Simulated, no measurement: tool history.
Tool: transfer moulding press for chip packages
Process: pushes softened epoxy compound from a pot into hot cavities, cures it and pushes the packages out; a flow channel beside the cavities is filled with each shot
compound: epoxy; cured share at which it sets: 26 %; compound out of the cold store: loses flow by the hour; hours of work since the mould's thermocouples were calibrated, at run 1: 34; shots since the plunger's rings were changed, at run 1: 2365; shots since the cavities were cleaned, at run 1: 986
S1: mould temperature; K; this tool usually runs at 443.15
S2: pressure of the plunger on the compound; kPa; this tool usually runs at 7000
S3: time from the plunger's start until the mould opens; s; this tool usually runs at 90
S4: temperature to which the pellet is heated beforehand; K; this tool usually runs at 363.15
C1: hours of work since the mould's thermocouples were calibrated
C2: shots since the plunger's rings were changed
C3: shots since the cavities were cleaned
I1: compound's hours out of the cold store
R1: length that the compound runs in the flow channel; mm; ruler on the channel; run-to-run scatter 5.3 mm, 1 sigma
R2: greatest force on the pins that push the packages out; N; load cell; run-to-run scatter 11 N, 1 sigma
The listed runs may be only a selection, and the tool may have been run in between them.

run   hour      S1    S2   S3      S4   C1    C2    C3    I1   R1   R2
  1    0.0  443.15  7000   90  363.15   34  2365   986  43.9  718  957
      15.1  -- cavities cleaned with cleaning compound and waxed
  2   15.4  443.15  7000   90  363.15   44  2569     4  35.0  752  539
  3   33.1  443.15  7000   90  363.15   57  2830   265  18.6  800  781
  4   44.2  443.15  7000   90  363.15   65  2993   428  23.8  787  839
  5   53.6  443.15  7000   90  363.15   72  3131   566  39.8  721  895
  6   62.6  443.15  7000   90  363.15   78  3263   698  46.0  700  916
  7   79.2  443.15  7000   90  363.15   91  3506   941  38.5  715  969
      97.8  -- cavities cleaned with cleaning compound and waxed
  8   99.1  443.15  7000   90  363.15  104  3777    20  13.0  821  560
  9  110.9  443.15  7000   90  363.15  112  3950   193  27.7  755  710
 10  120.2  443.15  8740   90  363.15  119  4088   331  29.7  826  800
 11  133.3  443.15  8740   90  363.15  129  4280   523  16.2  885  898
 12  144.1  443.15  8740   90  363.15  137  4439   682  28.9  825  946
 13  155.7  443.15  8740   90  363.15  145  4609   852  41.9  772  974
 14  163.9  443.15  8740   90  363.15  151  4730   973  29.0  819  997
 15  174.8  442.15  7000  105  363.15  159  4890  1133  37.7  696  919
     180.1  -- cavities cleaned with cleaning compound and waxed
 16  193.8  442.15  7000  105  363.15  172  5146   201  21.3  751  623

The next listed run, before its measurement:
 17  207.1  442.15  7000  105  363.15  181  5342  397  15.2   ?   ?

R1: 777 mm
R2: 740 N
With the hidden condition absent and the run-to-run variation left alone, this run would have shown R1 881 mm, R2 479 N.
